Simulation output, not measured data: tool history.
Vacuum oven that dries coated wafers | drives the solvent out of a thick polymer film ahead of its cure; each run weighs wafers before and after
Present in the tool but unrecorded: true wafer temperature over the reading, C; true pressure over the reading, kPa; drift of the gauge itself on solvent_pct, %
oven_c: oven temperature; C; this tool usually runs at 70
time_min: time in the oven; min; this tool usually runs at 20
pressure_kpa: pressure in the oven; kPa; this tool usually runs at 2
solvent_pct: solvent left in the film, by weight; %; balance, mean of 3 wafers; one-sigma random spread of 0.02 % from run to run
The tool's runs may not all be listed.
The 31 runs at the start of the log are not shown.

run   hour  oven_c  time_min  pressure_kpa  hours of work since the thermocouples were calibrated  hours of work since the vacuum gauge was cleaned of residue  solvent_pct
 32  827.1      57        20             2                                                    149                                                           44         6.89
 33    853      83        22          2.01                                                    164                                                           59         0.56
 34  887.3      71        20          1.11                                                    184                                                           79         1.25
 35  905.1      64        20          1.11                                                    195                                                           89         3.15
 36    928      78        27             2                                                    208                                                          102         0.66
 37  947.1      78        27             2                                                    219                                                          113         0.65
 38  966.2      78        27             2                                                    230                                                          124         0.63
 39  983.2      78        27             2                                                    240                                                          134          0.7

Branching from run 39: 3 alternative next runs. What would each branch give?
  A  1001.9      63        27          1.31                                                    251                                                          145            ?
  B  1001.9      60        10          3.48                                                    251                                                          145            ?
  C  1001.9      70        20          4.61                                                    251                                                          145            ?

run  solvent_pct
  A         2.26
  B        10.67
  C         2.94
With no hidden state in the tool, these same runs would have given:
run  solvent_pct
  A         2.25
  B        10.67
  C         2.94

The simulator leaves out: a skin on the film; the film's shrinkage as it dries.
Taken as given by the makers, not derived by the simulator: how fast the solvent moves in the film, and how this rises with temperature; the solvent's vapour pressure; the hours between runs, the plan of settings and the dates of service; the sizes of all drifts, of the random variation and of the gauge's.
